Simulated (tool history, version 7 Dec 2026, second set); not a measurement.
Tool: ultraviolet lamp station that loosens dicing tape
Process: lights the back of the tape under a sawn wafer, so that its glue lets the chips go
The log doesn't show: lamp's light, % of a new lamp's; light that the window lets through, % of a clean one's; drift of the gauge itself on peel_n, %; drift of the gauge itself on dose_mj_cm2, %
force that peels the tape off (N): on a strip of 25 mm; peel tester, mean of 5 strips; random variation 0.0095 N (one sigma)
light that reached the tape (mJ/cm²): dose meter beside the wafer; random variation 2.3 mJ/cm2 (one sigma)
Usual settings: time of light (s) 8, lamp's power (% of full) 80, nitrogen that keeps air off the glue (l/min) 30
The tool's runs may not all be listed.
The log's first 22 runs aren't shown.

run    hour  time of light (s)  lamp's power (% of full)  nitrogen that keeps air off the glue (l/min)  hours of work of the lamp  hours of work since the window was cleaned  force that peels the tape off (N)  light that reached the tape (mJ/cm²)
 23  1426.9                  6                        91                                            31                        232                                          83                              0.543                                   192
 24  1511.3                 10                        72                                            14                        279                                         130                              0.433                                   259
 25  1574.9                 12                        97                                            13                        315                                         166                              0.228                                   412
 26  1625.2                 12                        76                                            13                        343                                         194                              0.301                                   329
 27  1702.1                 12                        76                                            13                        386                                         237                              0.303                                   325
 28  1783.3                 12                        76                                            13                        431                                         282                              0.304                                   323
     1799.1  -- window cleaned of glue's vapour
 29  1824.2                  4                        75                                            55                        454                                          14                              1.432                                   106
 30  1892.6                  4                        75                                            55                        492                                          52                              1.416                                   109
 31  1991.6                  6                        66                                            17                        547                                         108                              1.292                                   142
 32  2091.4                  8                        63                                            30                        603                                         163                              0.679                                   181
 33  2167.0                  7                        93                                            30                        645                                         205                              0.390                                   236
 34  2219.2                  7                        93                                            30                        675                                         235                              0.396                                   232
 35  2281.4                 15                        80                                            12                        709                                         269                              0.212                                   423
     2324.7  -- window cleaned of glue's vapour
 36  2371.8                  8                        89                                            28                        759                                          26                              0.338                                   257
 37  2442.9                  8                        63                                            30                        799                                          66                              0.645                                   179
 38  2503.5                  8                        82                                            31                        833                                         100                              0.371                                   232
 39  2552.9                  8                        82                                            31                        861                                         127                              0.384                                   235
 40  2615.0                  6                        77                                            15                        895                                         162                              1.042                                   166
 41  2662.4                  6                        77                                            15                        922                                         189                              1.068                                   167
 42  2710.5                  6                        77                                            19                        949                                         216                              0.954                                   165

4 ways to go on from here, each from the tool as it stands after run 42. What would each give?
  A  2800.1                 15                        81                                            30                        999                                         266                                  ?                                     ?
  B  2800.1                  6                        77                                            47                        999                                         266                                  ?                                     ?
  C  2800.1                  7                        63                                            48                        999                                         266                                  ?                                     ?
  D  2800.1                  7                        77                                            19                        999                                         266                                  ?                                     ?

run  force that peels the tape off (N)  light that reached the tape (mJ/cm²)
  A                              0.204                                   431
  B                              0.656                                   160
  C                              0.740                                   157
  D                              0.728                                   190
Without the tool's hidden state the same runs would have given:
run  force that peels the tape off (N)  light that reached the tape (mJ/cm²)
  A                              0.204                                   433
  B                              0.647                                   161
  C                              0.731                                   158
  D                              0.719                                   191
